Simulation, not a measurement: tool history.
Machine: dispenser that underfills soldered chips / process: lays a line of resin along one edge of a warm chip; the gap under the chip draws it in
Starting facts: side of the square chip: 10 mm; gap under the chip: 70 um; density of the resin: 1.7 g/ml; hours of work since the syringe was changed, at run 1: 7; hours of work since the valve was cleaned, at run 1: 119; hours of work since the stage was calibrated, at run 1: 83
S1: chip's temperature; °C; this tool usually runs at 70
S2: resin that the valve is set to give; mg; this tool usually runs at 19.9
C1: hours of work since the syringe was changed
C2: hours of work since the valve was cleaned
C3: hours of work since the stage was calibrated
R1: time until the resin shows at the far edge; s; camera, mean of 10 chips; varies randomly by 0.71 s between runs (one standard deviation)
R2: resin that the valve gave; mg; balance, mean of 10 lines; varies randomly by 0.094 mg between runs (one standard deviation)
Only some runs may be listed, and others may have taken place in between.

Run 1, day 0: usual settings; C1 7; C2 119; C3 83. Result: R1 106 s, R2 18.02 mg.
At day 0.208: new syringe of resin.
At day 0.512: dispensing valve cleaned and set on the balance.
Run 2, day 0.521: usual settings but S1 56 °C; C1 4; C2 0; C3 91. Result: R1 150.2 s, R2 19.83 mg.
Run 3, day 0.779: usual settings but S1 68 °C; C1 9; C2 4; C3 95. Result: R1 133 s, R2 19.92 mg.
At day 0.896: new syringe of resin.
Run 4, day 1.258: usual settings but S1 68 °C, S2 21.5 mg; C1 6; C2 12; C3 103. Result: R1 108.6 s, R2 21.29 mg.
At day 1.517: new syringe of resin.
Run 5, day 1.679: usual settings but S1 68 °C, S2 21.5 mg; C1 3; C2 19; C3 109. Result: R1 85.7 s, R2 20.9 mg.
Run 6, day 2.008: usual settings but S1 68 °C, S2 21.5 mg; C1 8; C2 24; C3 115. Result: R1 127.4 s, R2 21.08 mg.
At day 2.171: new syringe of resin.
Run 7, day 2.242: usual settings but S1 68 °C, S2 21.5 mg; C1 1; C2 28; C3 118. Result: R1 78.6 s, R2 20.99 mg.
Run 8, day 2.533: usual settings but S1 57 °C; C1 6; C2 32; C3 123. Result: R1 164.1 s, R2 19.43 mg.
At day 2.829: new syringe of resin.
Run 9, day 2.992: usual settings but S2 20.6 mg; C1 3; C2 40; C3 130. Result: R1 81.5 s, R2 19.89 mg.
Run 10, day 3.358: usual settings but S2 20.6 mg; C1 9; C2 46; C3 136. Result: R1 124.3 s, R2 19.96 mg.
At day 3.45: new syringe of resin.
Run 11, day 3.821: usual settings but S2 21.4 mg; C1 6; C2 53; C3 144. Result: R1 101.8 s, R2 20.5 mg.
Run 12, day 4.033: usual settings but S1 80 °C; C1 10; C2 56; C3 147. Result: R1 96.4 s, R2 19.01 mg.
At day 4.083: new syringe of resin.
Run 13, day 4.346: usual settings but S1 80 °C; C1 4; C2 61; C3 152. Result: R1 65.1 s, R2 18.95 mg.
Run 14, day 4.567: usual settings but S1 80 °C; C1 8; C2 65; C3 156. Result: R1 82 s, R2 18.72 mg.
At day 4.733: new syringe of resin.
Run 15, day 4.971: usual settings but S1 80 °C; C1 4; C2 71; C3 162. Result: R1 63.5 s, R2 18.82 mg.
At day 5.358: new syringe of resin.
Run 16, day 5.375: usual settings but S1 62 °C, S2 22.6 mg; C1 0; C2 77; C3 168. Result: R1 91.4 s, R2 21.13 mg.
Run 17, day 5.625: usual settings but S1 74 °C, S2 19.7 mg; C1 4; C2 82; C3 172. Result: R1 79.8 s, R2 18.3 mg.
Run 18, day 5.883: usual settings but S1 74 °C, S2 19.7 mg; C1 9; C2 86; C3 177. Result: R1 109.5 s, R2 18.34 mg.
At day 6: new syringe of resin.
Run 19, day 6.304: usual settings but S1 74 °C, S2 19.7 mg; C1 5; C2 92; C3 183. Result: R1 83.5 s, R2 18.42 mg.
At day 6.638: new syringe of resin.
Run 20, day 6.788: usual settings but S1 64 °C, S2 21.2 mg; C1 2; C2 100; C3 191. Result: R1 101.1 s, R2 19.66 mg.
Run 21, day 7.058: usual settings but S1 56 °C, S2 24.6 mg; C1 7; C2 104; C3 195. Result: R1 185.1 s, R2 22.53 mg.
At day 7.258: new syringe of resin.
Run 22, day 7.438: usual settings but S1 58 °C, S2 21 mg; C1 3; C2 110; C3 201. Result: R1 132.4 s, R2 19.05 mg.
Run 23, day 7.754: usual settings but S1 76 °C, S2 18.2 mg; C1 8; C2 116; C3 206. Result: R1 100.9 s, R2 16.45 mg.
At day 7.879: new syringe of resin.
Run 24, day 8.146: usual settings but S1 64 °C, S2 25.9 mg; C1 4; C2 122; C3 213. Result: R1 115.9 s, R2 23.28 mg.
At day 8.483: dispensing valve cleaned and set on the balance.
At day 8.567: new syringe of resin.
Run 25, day 8.625: usual settings but S1 65 °C, S2 17.1 mg; C1 1; C2 2; C3 219. Result: R1 90.1 s, R2 17.2 mg.
Run 26, day 8.833: usual settings but S1 61 °C, S2 22.9 mg; C1 4; C2 6; C3 223. Result: R1 130.1 s, R2 22.75 mg.
Run 27, day 9.1: usual settings but S1 67 °C; C1 9; C2 10; C3 227. Result: R1 142.7 s, R2 19.66 mg.
At day 9.196: new syringe of resin.
Run 28, day 9.375: usual settings but S1 76 °C, S2 22.7 mg; C1 3; C2 14; C3 231. Result: R1 69.9 s, R2 22.49 mg.
Run 29, day 9.612: usual settings but S1 76 °C, S2 22.7 mg; C1 7; C2 18; C3 235. Result: R1 92.2 s, R2 22.39 mg.

4 ways to go on from here, each from the tool as it stands after run 29. What would each give?
At day 9.808: new syringe of resin.
Run A, day 10.096: usual settings but S1 55 °C; C1 5; C2 26; C3 243. Result: R1 ?, R2 ?.
At day 9.808: new syringe of resin.
Run B, day 10.096: usual settings but S1 62 °C, S2 25.8 mg; C1 5; C2 26; C3 243. Result: R1 ?, R2 ?.
At day 9.808: new syringe of resin.
Run C, day 10.096: usual settings but S1 64 °C; C1 5; C2 26; C3 243. Result: R1 ?, R2 ?.
At day 9.808: new syringe of resin.
Run D, day 10.096: usual settings but S1 75 °C, S2 17.7 mg; C1 5; C2 26; C3 243. Result: R1 ?, R2 ?.

run     R1     R2
  A  168.5  19.47
  B  129.8  25.51
  C  122.5  19.45
  D   83.5  17.27
What these runs would have given with no unlogged condition in the tool:
run     R1     R2
  A  111.4  19.89
  B   86.2  26.06
  C   81.4  19.87
  D   55.7  17.64
